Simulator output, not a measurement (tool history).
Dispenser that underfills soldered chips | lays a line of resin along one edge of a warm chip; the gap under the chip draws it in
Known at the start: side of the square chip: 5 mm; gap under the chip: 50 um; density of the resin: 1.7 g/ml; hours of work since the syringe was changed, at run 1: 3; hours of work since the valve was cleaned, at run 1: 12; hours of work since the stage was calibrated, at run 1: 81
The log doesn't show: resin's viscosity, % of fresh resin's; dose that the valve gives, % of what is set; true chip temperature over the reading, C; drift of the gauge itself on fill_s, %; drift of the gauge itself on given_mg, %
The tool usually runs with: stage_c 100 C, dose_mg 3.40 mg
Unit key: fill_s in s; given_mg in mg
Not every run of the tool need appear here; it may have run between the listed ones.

| run | hour | stage_c | dose_mg | hours of work since the syringe was changed | hours of work since the valve was cleaned | hours of work since the stage was calibrated | fill_s | given_mg |
|---|---|---|---|---|---|---|---|---|
| 1 | 0.0 | 100 | 3.40 | 3 | 12 | 81 | 31.4 | 3.40 |
| 2 | 2.7 | 100 | 4.38 | 5 | 13 | 83 | 36.3 | 4.38 |
| 3 | 6.3 | 97 | 3.40 | 7 | 16 | 85 | 49.3 | 3.36 |
|  | 8.9 | new syringe of resin |
| 4 | 10.3 | 97 | 3.40 | 1 | 19 | 88 | 28.9 | 3.40 |
| 5 | 12.8 | 97 | 3.40 | 3 | 20 | 90 | 33.6 | 3.39 |
| 6 | 17.0 | 100 | 3.40 | 6 | 23 | 93 | 37.3 | 3.28 |
| 7 | 20.1 | 100 | 3.40 | 8 | 25 | 95 | 44.3 | 3.37 |
|  | 21.8 | new syringe of resin |
| 8 | 22.5 | 100 | 3.40 | 0 | 27 | 96 | 25.7 | 3.33 |
| 9 | 24.4 | 107 | 3.40 | 2 | 28 | 98 | 21.6 | 3.34 |
| 10 | 28.7 | 105 | 3.99 | 5 | 31 | 101 | 29.0 | 3.92 |
| 11 | 31.8 | 100 | 4.13 | 7 | 33 | 103 | 41.9 | 4.08 |
| 12 | 34.1 | 89 | 3.29 | 9 | 35 | 104 | 74.6 | 3.19 |
|  | 34.6 | new syringe of resin |
| 13 | 37.6 | 89 | 3.29 | 2 | 37 | 107 | 46.8 | 3.15 |
| 14 | 41.2 | 89 | 3.29 | 5 | 40 | 109 | 56.2 | 3.30 |
| 15 | 44.8 | 89 | 3.29 | 7 | 42 | 112 | 67.9 | 3.20 |
| 16 | 46.7 | 86 | 3.50 | 8 | 44 | 113 | 84.4 | 3.46 |
|  | 47.4 | new syringe of resin |
| 17 | 49.1 | 105 | 3.29 | 1 | 45 | 115 | 21.8 | 3.20 |
| 18 | 52.6 | 109 | 3.57 | 4 | 48 | 117 | 21.9 | 3.49 |

Measured minus without-hidden-state, run by run (identical run-to-run variation in each term; gauge scatter may differ):
| run | fill_s | given_mg |
|---|---|---|
| 1 | +6.7 | -0.02 |
| 2 | +11.7 | -0.04 |
| 3 | +21.8 | -0.03 |
| 4 | +1.9 | -0.04 |
| 5 | +6.1 | -0.03 |
| 6 | +13.2 | -0.04 |
| 7 | +20.0 | -0.04 |
| 8 | +1.3 | -0.05 |
| 9 | +3.2 | -0.05 |
| 10 | +9.3 | -0.06 |
| 11 | +17.9 | -0.07 |
| 12 | +36.9 | -0.06 |
| 13 | +8.0 | -0.06 |
| 14 | +17.9 | -0.07 |
| 15 | +29.8 | -0.07 |
| 16 | +41.7 | -0.08 |
| 17 | +2.0 | -0.08 |
| 18 | +5.5 | -0.08 |
